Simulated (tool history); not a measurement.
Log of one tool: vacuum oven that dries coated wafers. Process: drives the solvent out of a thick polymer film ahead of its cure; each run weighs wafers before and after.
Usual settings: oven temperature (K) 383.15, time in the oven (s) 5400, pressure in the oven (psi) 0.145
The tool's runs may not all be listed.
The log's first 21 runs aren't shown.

| run | hour | oven temperature (K) | time in the oven (s) | pressure in the oven (psi) | hours of work since the thermocouples were calibrated | hours of work since the vacuum gauge was cleaned of residue | solvent left in the film (%) |
|---|---|---|---|---|---|---|---|
| 22 | 1898 | 381.15 | 5400 | 0.206 | 468 | 722 | 3.49 |
| 23 | 2018.3 | 381.15 | 5400 | 0.206 | 534 | 787 | 3.38 |
| 24 | 2077.3 | 381.15 | 5400 | 0.206 | 566 | 819 | 3.41 |
| 25 | 2151.8 | 381.15 | 5400 | 0.206 | 606 | 860 | 3.42 |
| 26 | 2211.6 | 390.15 | 5400 | 0.075 | 638 | 892 | 1.07 |
| 27 | 2300 | 383.15 | 6300 | 0.209 | 686 | 940 | 2.43 |
| 28 | 2420.2 | 398.15 | 5580 | 0.396 | 752 | 1005 | 1.39 |
| 29 | 2537.2 | 383.15 | 2820 | 0.145 | 815 | 1069 | 6.36 |
| 30 | 2620.5 | 383.15 | 2820 | 0.145 | 860 | 1114 | 6.47 |
| 31 | 2731.8 | 386.15 | 5400 | 0.16 | 921 | 1174 | 2.24 |
| 32 | 2815 | 386.15 | 5400 | 0.16 | 966 | 1219 | 2.36 |
| 33 | 2922.4 | 386.15 | 5100 | 0.387 | 1024 | 1278 | 3.43 |
| 34 | 3053.9 | 386.15 | 5100 | 0.387 | 1095 | 1349 | 3.61 |
| 35 | 3156.2 | 386.15 | 5100 | 0.387 | 1151 | 1405 | 3.59 |
| 36 | 3231.7 | 383.15 | 5400 | 0.476 | 1192 | 1446 | 4.72 |
| 37 | 3362.4 | 390.15 | 4560 | 0.367 | 1263 | 1516 | 2.95 |
| 38 | 3466.3 | 390.15 | 4560 | 0.367 | 1319 | 1573 | 3.03 |
| 39 | 3557.7 | 390.15 | 4560 | 0.367 | 1369 | 1622 | 3.07 |

Forecast each of these 5 alternatives for the next run:
| A | 3667.9 | 390.15 | 5580 | 0.367 | 1428 | 1682 | ? |
| B | 3667.9 | 383.15 | 3120 | 0.277 | 1428 | 1682 | ? |
| C | 3667.9 | 394.15 | 4560 | 0.367 | 1428 | 1682 | ? |
| D | 3667.9 | 373.15 | 6660 | 0.225 | 1428 | 1682 | ? |
| E | 3667.9 | 373.15 | 3960 | 0.106 | 1428 | 1682 | ? |

| run | solvent left in the film (%) |
|---|---|
| A | 2.62 |
| B | 6.82 |
| C | 2.17 |
| D | 6.32 |
| E | 8.91 |
Without the tool's hidden state the same runs would have given:
| run | solvent left in the film (%) |
|---|---|
| A | 1.83 |
| B | 5.34 |
| C | 1.45 |
| D | 4.63 |
| E | 7.23 |
